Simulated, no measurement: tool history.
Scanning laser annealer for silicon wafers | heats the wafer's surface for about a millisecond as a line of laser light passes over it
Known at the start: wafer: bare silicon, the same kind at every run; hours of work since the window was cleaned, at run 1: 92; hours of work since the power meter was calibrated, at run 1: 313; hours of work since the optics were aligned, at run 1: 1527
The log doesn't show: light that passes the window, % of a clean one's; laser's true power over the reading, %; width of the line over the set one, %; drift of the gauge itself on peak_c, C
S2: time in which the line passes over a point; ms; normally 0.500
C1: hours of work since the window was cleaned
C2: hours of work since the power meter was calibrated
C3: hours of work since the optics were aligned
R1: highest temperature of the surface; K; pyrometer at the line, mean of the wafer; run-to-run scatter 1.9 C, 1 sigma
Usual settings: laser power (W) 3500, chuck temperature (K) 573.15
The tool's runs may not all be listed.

Run 1, day 0.000: usual settings; C1 92; C2 313; C3 1527. Result: R1 1331.15 K.
Run 2, day 4.067: usual settings; C1 148; C2 370; C3 1584. Result: R1 1330.15 K.
Run 3, day 6.996: usual settings; C1 189; C2 411; C3 1625. Result: R1 1324.15 K.
Run 4, day 10.542: usual settings; C1 239; C2 460; C3 1674. Result: R1 1324.15 K.
Run 5, day 12.667: usual settings; C1 268; C2 490; C3 1704. Result: R1 1321.15 K.
Run 6, day 15.621: usual settings but S2 0.528 ms; C1 309; C2 531; C3 1745. Result: R1 1335.15 K.
Run 7, day 18.838: usual settings but S2 0.528 ms; C1 354; C2 576; C3 1790. Result: R1 1336.15 K.
Run 8, day 23.133: usual settings; C1 414; C2 636; C3 1850. Result: R1 1307.15 K.
Run 9, day 25.221: usual settings but laser power (W) 3644, S2 0.508 ms, chuck temperature (K) 571.15; C1 443; C2 665; C3 1879. Result: R1 1345.15 K.
At day 26.342: optics aligned, line set to its width.
Run 10, day 28.962: usual settings but laser power (W) 3251, S2 0.508 ms, chuck temperature (K) 578.15; C1 493; C2 714; C3 37. Result: R1 1272.15 K.
Run 11, day 31.071: usual settings but laser power (W) 3569, S2 0.441 ms, chuck temperature (K) 547.15; C1 522; C2 743; C3 66. Result: R1 1271.15 K.
Run 12, day 32.988: usual settings but laser power (W) 3569, S2 0.444 ms, chuck temperature (K) 547.15; C1 549; C2 770; C3 93. Result: R1 1273.15 K.
Run 13, day 37.175: usual settings but S2 0.356 ms, chuck temperature (K) 592.15; C1 607; C2 829; C3 151. Result: R1 1222.15 K.
Run 14, day 40.321: usual settings but laser power (W) 3302, S2 0.356 ms, chuck temperature (K) 552.15; C1 651; C2 872; C3 195. Result: R1 1137.15 K.
Run 15, day 42.483: usual settings but laser power (W) 3745, S2 0.356 ms, chuck temperature (K) 589.15; C1 681; C2 903; C3 225. Result: R1 1275.15 K.

Per-run results on a tool with no hidden state, each run keeping its own random variation:
run       R1
  1  1359.15
  2  1362.15
  3  1359.15
  4  1362.15
  5  1361.15
  6  1379.15
  7  1383.15
  8  1357.15
  9  1400.15
 10  1300.15
 11  1302.15
 12  1306.15
 13  1255.15
 14  1169.15
 15  1316.15

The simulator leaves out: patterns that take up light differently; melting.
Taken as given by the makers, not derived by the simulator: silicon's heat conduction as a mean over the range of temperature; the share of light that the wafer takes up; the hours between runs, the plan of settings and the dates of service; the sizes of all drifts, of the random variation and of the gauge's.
